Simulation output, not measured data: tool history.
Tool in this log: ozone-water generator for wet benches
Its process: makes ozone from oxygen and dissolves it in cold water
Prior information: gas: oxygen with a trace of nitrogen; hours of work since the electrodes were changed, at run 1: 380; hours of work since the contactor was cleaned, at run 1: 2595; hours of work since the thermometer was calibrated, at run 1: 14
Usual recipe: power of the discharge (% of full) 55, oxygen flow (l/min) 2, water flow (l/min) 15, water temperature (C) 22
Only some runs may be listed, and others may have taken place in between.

run,hour,power of the discharge (% of full),oxygen flow (l/min),water flow (l/min),water temperature (C),hours of work since the electrodes were changed,hours of work since the contactor was cleaned,hours of work since the thermometer was calibrated,dissolved ozone (ppm),ozone in the gas ahead of the water (g/m3)
1,0,55,2,15,22,380,2595,14,10.5,155.2
2,25.6,55,2,15,22,401,2616,35,10.6,155.3
3,60.4,55,2,15,22,429,2644,63,10.4,154.7
4,96,55,2,15,22,457,2673,92,10.4,156.2
5,112.9,55,2,15,17,471,2687,105,11,155.2
6,128,55,2,15,17,483,2699,118,11.1,154.2
7,148.4,55,2,15,17,500,2715,134,11.1,153.7
8,167.3,55,2,16,17,515,2731,149,10.3,153.5
9,193.5,55,2,16,17,536,2752,171,10.3,154.9
10,226.5,55,2,16,17,563,2779,197,10.3,154.3
11,245.3,55,2,16,17,578,2794,212,10.3,155.3
12,281.2,48,2,15,27,607,2823,242,8.5,138.2
13,304.8,55,2,15,22,626,2842,261,10.4,152.8
14,320.8,70,2,19,30,639,2855,274,9.8,192.2
15,341.7,46,1.3,13,22,656,2872,290,9.4,164.5
16,371.6,46,1.3,13,22,681,2896,315,9.3,162.3
17,395.6,55,2.92,15,22,700,2915,334,11.1,126.8

For each run, the measured value with the value that run would have given without the tool's hidden condition subtracted. The run-to-run variation is shared by both, the gauge scatter possibly not:
Hidden state at play: yield of the discharge, % of new electrodes'; contactor's efficiency, % of a clean one's; true water temperature over the reading, C; drift of the gauge itself on ozone_ppm, %; drift of the gauge itself on gas_g_m3, %.
run,dissolved ozone (ppm),ozone in the gas ahead of the water (g/m3)
1,-0.7,-2.7
2,-0.7,-2.8
3,-0.7,-3
4,-0.7,-3.1
5,-0.8,-3.2
6,-0.8,-3.2
7,-0.8,-3.3
8,-0.8,-3.5
9,-0.8,-3.6
10,-0.8,-3.7
11,-0.8,-3.8
12,-0.6,-2.9
13,-0.8,-4
14,-0.9,-6.5
15,-0.7,-3.5
16,-0.6,-3.6
17,-0.9,-3.6
